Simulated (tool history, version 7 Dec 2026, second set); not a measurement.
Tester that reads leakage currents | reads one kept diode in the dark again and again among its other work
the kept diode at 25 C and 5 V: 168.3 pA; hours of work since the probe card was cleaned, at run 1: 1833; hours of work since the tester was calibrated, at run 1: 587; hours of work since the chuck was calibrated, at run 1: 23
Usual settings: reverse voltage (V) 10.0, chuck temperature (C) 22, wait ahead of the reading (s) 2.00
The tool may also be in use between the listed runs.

| run | hour | reverse voltage (V) | chuck temperature (C) | wait ahead of the reading (s) | hours of work since the probe card was cleaned | hours of work since the tester was calibrated | hours of work since the chuck was calibrated | current that the tester gives (pA) |
|---|---|---|---|---|---|---|---|---|
| 1 | 0.0 | 10.0 | 22 | 2.00 | 1833 | 587 | 23 | 210.36 |
| 2 | 31.7 | 10.0 | 22 | 0.39 | 1854 | 608 | 44 | 218.21 |
| 3 | 52.8 | 10.0 | 22 | 2.00 | 1868 | 622 | 58 | 213.02 |
| 4 | 84.3 | 10.0 | 38 | 2.00 | 1889 | 643 | 80 | 705.94 |
| 5 | 102.1 | 2.2 | 22 | 2.00 | 1901 | 655 | 91 | 89.06 |
| 6 | 139.1 | 2.2 | 22 | 2.00 | 1926 | 680 | 116 | 89.40 |
|  | 144.6 | chuck's temperature calibrated |
| 7 | 161.0 | 2.2 | 22 | 2.00 | 1939 | 693 | 11 | 90.70 |

Run 8 comes next. What will it give?
| 8 | 191.7 | 10.0 | 22 | 2.93 | 1959 | 713 | 31 | ? |

Run 8 gave current that the tester gives (pA) 219.62.
Without the tool's hidden state the same run would have given current that the tester gives (pA) 195.11.
